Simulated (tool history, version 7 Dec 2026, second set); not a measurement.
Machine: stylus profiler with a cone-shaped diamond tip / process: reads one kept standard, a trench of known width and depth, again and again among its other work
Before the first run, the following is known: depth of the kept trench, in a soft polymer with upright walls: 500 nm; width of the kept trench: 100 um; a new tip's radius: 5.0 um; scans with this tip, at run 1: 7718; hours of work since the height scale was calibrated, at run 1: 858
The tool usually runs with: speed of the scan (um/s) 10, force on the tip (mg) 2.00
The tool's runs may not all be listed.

run,hour,speed of the scan (um/s),force on the tip (mg),scans with this tip,hours of work since the height scale was calibrated,depth of the trench (angstrom),width of the trench's floor (nm)
1,0.0,10,2.00,7718,858,5045.3,94480
2,38.2,10,2.00,7916,880,5046.5,94530
3,86.1,10,2.00,8166,908,5044.7,94490
4,150.1,10,2.00,8499,945,5041.2,94370
5,202.8,10,2.00,8774,975,5042.6,94410
6,252.1,10,2.00,9030,1004,5043.9,94330
7,299.8,10,2.00,9279,1031,5042.1,94370
8,342.2,10,2.00,9500,1056,5038.2,94350
9,378.6,22,2.00,9689,1077,5040.0,94140
10,422.9,22,2.00,9920,1103,5041.4,94200
11,465.6,10,2.00,10143,1127,5038.4,94250
12,506.4,10,2.00,10355,1151,5041.4,94190
13,569.0,10,2.00,10681,1187,5039.3,94200
14,597.2,10,2.00,10828,1203,5037.2,94150
15,637.2,10,2.00,11036,1227,5037.0,94180
# hour 692.9: height scale calibrated on a step standard
16,692.9,10,2.00,11324,0,5063.4,94170
17,722.7,10,1.50,11479,17,5052.9,94080
18,753.9,10,1.50,11642,35,5049.3,94060
19,811.5,10,1.50,11941,69,5050.4,94060
20,854.2,10,1.40,12164,93,5046.2,93970
21,889.5,10,1.14,12348,114,5040.7,93990
22,915.9,10,1.14,12486,129,5041.8,93940
23,958.6,10,1.14,12708,154,5040.8,93910
24,1006.8,3,0.86,12959,182,5034.0,93920
25,1067.4,4,0.74,13275,217,5027.1,93910
26,1123.1,10,2.79,13565,249,5074.4,93880
27,1183.8,13,2.00,13881,284,5057.4,93860
28,1242.9,7,3.95,14188,318,5092.7,93820
29,1302.3,7,3.95,14498,353,5091.8,93830
30,1342.4,7,3.95,14707,376,5092.0,93830
31,1386.6,7,3.95,14937,402,5092.1,93750
32,1444.9,6,0.96,15241,435,5029.9,93700
33,1492.6,6,0.96,15489,463,5029.3,93700
34,1525.5,2,1.72,15660,482,5048.4,93720
35,1552.0,13,2.00,15799,497,5052.3,93600
36,1602.8,15,1.19,16063,527,5035.2,93560

For run 37, what comes out?
37,1634.6,15,1.19,16229,545,?,?

{"run 37": {"depth of the trench (angstrom)": 5033.1, "width of the trench's floor (nm)": 93580}}
On a tool with no hidden condition, and with the same random variation, this run would have come out at depth of the trench (angstrom) 5044.2, width of the trench's floor (nm) 95550.

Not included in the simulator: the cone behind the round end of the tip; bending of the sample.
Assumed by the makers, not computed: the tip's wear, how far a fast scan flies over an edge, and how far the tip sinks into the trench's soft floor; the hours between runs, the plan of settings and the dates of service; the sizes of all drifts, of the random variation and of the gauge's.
